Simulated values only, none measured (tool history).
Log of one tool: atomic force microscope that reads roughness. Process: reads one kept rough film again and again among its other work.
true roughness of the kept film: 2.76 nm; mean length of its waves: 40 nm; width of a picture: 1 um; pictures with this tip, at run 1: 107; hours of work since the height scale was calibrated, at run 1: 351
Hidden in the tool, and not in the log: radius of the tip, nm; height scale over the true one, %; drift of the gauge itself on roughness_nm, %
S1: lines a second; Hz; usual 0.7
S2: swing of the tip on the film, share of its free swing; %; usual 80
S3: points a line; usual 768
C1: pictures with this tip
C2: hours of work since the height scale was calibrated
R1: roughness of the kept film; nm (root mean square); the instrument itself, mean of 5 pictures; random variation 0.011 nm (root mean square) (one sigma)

run   hour     S1  S2   S3   C1   C2     R1
  1      0    0.7  80  768  107  351  2.491
  2   30.3    0.7  80  768  137  368  2.457
  3   55.1    0.7  80  768  161  381  2.438
  4   81.2    0.7  80  768  187  395  2.414
  5  100.3    0.7  80  768  206  405  2.391
  6  123.6    0.7  80  768  229  418  2.374
  7  154.6  1.854  80  768  259  435  2.272
  8  178.4  1.854  80  768  283  448  2.266
  9    209    0.7  80  591  313  464  2.312
     216.3  -- new tip fitted
 10    228    0.7  80  591   11  474  2.565
 11  257.3    0.7  80  591   40  490   2.55
 12    271    0.7  80  591   54  497  2.529
 13  301.2    0.7  72  443   83  514  2.502
 14    324  2.048  64  467  106  526  2.455
 15  344.9  3.522  64  355  126  537  2.391
 16  373.9    0.7  80  277  155  553  2.406
 17  403.3  1.063  80  768  184  569  2.403
 18  423.3  3.033  74  768  204  579  2.303
 19  450.5    3.1  74  554  230  594   2.27
 20  480.4  0.816  57  768  260  610  2.376
 21  499.9  0.585  80  310  279  621  2.322
 22  525.1  1.233  66  291  304  634  2.277

5 ways to go on from here, each from the tool as it stands after run 22. What would each give?
     543.3  -- new tip fitted
  A   553    0.7  73  760  10  649   ?
     543.3  -- new tip fitted
  B   553  1.163  70  270  10  649   ?
     543.3  -- new tip fitted
  C   553  2.239  66  291  10  649   ?
     543.3  -- new tip fitted
  D   553  0.774  56  291  10  649   ?
     543.3  -- new tip fitted
  E   553   2.34  66  963  10  649   ?

run     R1
  A  2.615
  B  2.571
  C  2.558
  D    2.6
  E  2.552
Without the tool's hidden state the same runs would have given:
run     R1
  A   2.61
  B  2.566
  C  2.553
  D  2.595
  E  2.547
